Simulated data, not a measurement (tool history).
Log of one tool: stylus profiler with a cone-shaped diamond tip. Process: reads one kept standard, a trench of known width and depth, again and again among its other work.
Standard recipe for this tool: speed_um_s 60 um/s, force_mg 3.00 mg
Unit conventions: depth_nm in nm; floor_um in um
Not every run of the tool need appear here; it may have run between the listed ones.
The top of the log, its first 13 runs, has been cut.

run	hour	speed_um_s	force_mg	scans with this tip	hours of work since the height scale was calibrated	depth_nm	floor_um
# hour 1044.1: new tip fitted, height scale calibrated
14	1053.0	60	3.00	21	5	202.78	47.89
15	1137.5	71	3.00	216	51	202.88	47.88
16	1244.8	43	3.00	465	109	202.71	47.97
17	1302.5	19	3.00	598	141	202.85	47.98
18	1380.5	19	1.29	779	183	201.64	47.94
19	1482.8	19	1.29	1016	239	201.73	47.92
20	1566.9	19	1.29	1210	285	201.45	47.94
21	1642.6	19	1.29	1386	326	201.39	48.00
22	1741.1	60	3.00	1614	379	203.11	47.89
23	1842.3	51	3.00	1848	435	202.57	47.86
24	1958.2	198	1.73	2116	498	201.87	47.32
25	2033.0	76	1.43	2289	538	201.73	47.72
26	2141.2	50	4.04	2540	597	203.52	47.97
27	2212.9	27	5.91	2706	636	204.45	47.98
28	2295.6	130	2.75	2897	681	202.55	47.61
29	2363.2	111	4.18	3054	718	203.43	47.77
30	2435.2	18	3.00	3220	757	202.86	47.99

Forecast run 31:
31	2514.0	18	3.00	3403	800	?	?

Run 31 yielded depth_nm 202.93 nm, floor_um 47.97 um.
Without the tool's hidden state the same run would have given depth_nm 202.92 nm, floor_um 47.98 um.
